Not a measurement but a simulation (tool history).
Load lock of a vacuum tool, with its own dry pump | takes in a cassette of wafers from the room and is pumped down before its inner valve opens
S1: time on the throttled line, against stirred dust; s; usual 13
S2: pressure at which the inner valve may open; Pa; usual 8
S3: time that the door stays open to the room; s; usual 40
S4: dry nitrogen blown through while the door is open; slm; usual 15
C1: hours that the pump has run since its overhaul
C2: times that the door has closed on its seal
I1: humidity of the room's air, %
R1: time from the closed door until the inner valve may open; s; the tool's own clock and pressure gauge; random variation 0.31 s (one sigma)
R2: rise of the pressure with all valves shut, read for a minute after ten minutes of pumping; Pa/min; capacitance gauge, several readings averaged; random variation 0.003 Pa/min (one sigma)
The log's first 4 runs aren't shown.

{"run": 5, "hour": 1111.7, "S1": 13, "S2": 8, "S3": 40, "S4": 15, "C1": 4134, "C2": 11497, "I1": 43.9, "R1": 26.9, "R2": 0.136}
{"run": 6, "hour": 1410.1, "S1": 13, "S2": 8, "S3": 40, "S4": 15, "C1": 4432, "C2": 11903, "I1": 46.4, "R1": 26.3, "R2": 0.14}
{"run": 7, "hour": 1635.2, "S1": 13, "S2": 8, "S3": 40, "S4": 15, "C1": 4657, "C2": 12208, "I1": 43.3, "R1": 26.6, "R2": 0.144}
{"run": 8, "hour": 1807.6, "S1": 13, "S2": 8, "S3": 40, "S4": 15, "C1": 4830, "C2": 12442, "I1": 42.2, "R1": 26.8, "R2": 0.145}
{"run": 9, "hour": 2110.3, "S1": 13, "S2": 8, "S3": 40, "S4": 15, "C1": 5132, "C2": 12853, "I1": 44.1, "R1": 26.7, "R2": 0.154}
{"run": 10, "hour": 2413.0, "S1": 13, "S2": 15, "S3": 40, "S4": 15, "C1": 5435, "C2": 13264, "I1": 43.9, "R1": 25, "R2": 0.151}
{"run": 11, "hour": 2566.2, "S1": 13, "S2": 15, "S3": 40, "S4": 15, "C1": 5588, "C2": 13472, "I1": 44.2, "R1": 25.8, "R2": 0.159}
{"run": 12, "hour": 2854.6, "S1": 13, "S2": 8, "S3": 75, "S4": 15, "C1": 5877, "C2": 13863, "I1": 44.4, "R1": 26.2, "R2": 0.175}
{"run": 13, "hour": 3004.0, "S1": 13, "S2": 8, "S3": 75, "S4": 15, "C1": 6026, "C2": 14066, "I1": 42.4, "R1": 26.7, "R2": 0.173}
{"run": 14, "hour": 3167.2, "S1": 13, "S2": 8, "S3": 75, "S4": 15, "C1": 6189, "C2": 14288, "I1": 44.3, "R1": 26.9, "R2": 0.172}
{"run": 15, "hour": 3388.0, "S1": 13, "S2": 8, "S3": 75, "S4": 15, "C1": 6410, "C2": 14588, "I1": 47.2, "R1": 27.2, "R2": 0.182}
{"run": 16, "hour": 3684.3, "S1": 6, "S2": 8, "S3": 40, "S4": 15, "C1": 6706, "C2": 14990, "I1": 44.8, "R1": 22, "R2": 0.183}
{"run": 17, "hour": 4014.6, "S1": 13, "S2": 8, "S3": 40, "S4": 15, "C1": 7037, "C2": 15438, "I1": 45.7, "R1": 27.2, "R2": 0.186}
{"run": 18, "hour": 4295.1, "S1": 13, "S2": 8, "S3": 199, "S4": 15, "C1": 7317, "C2": 15819, "I1": 41.5, "R1": 27.4, "R2": 0.216}
{"run": 19, "hour": 4645.4, "S1": 13, "S2": 8, "S3": 199, "S4": 15, "C1": 7667, "C2": 16295, "I1": 44.7, "R1": 27.3, "R2": 0.226}
{"run": 20, "hour": 4982.2, "S1": 20, "S2": 11, "S3": 82, "S4": 15, "C1": 8004, "C2": 16752, "I1": 43.6, "R1": 31.6, "R2": 0.206}

Forecast run 21:
{"run": 21, "hour": 5234.7, "S1": 13, "S2": 8, "S3": 40, "S4": 34, "C1": 8257, "C2": 17095, "I1": 46.9, "R1": "?", "R2": "?"}

Run 21 gave R1 27.1 s, R2 0.186 Pa/min.
Without the tool's hidden state the same run would have given R1 26 s, R2 0.025 Pa/min.
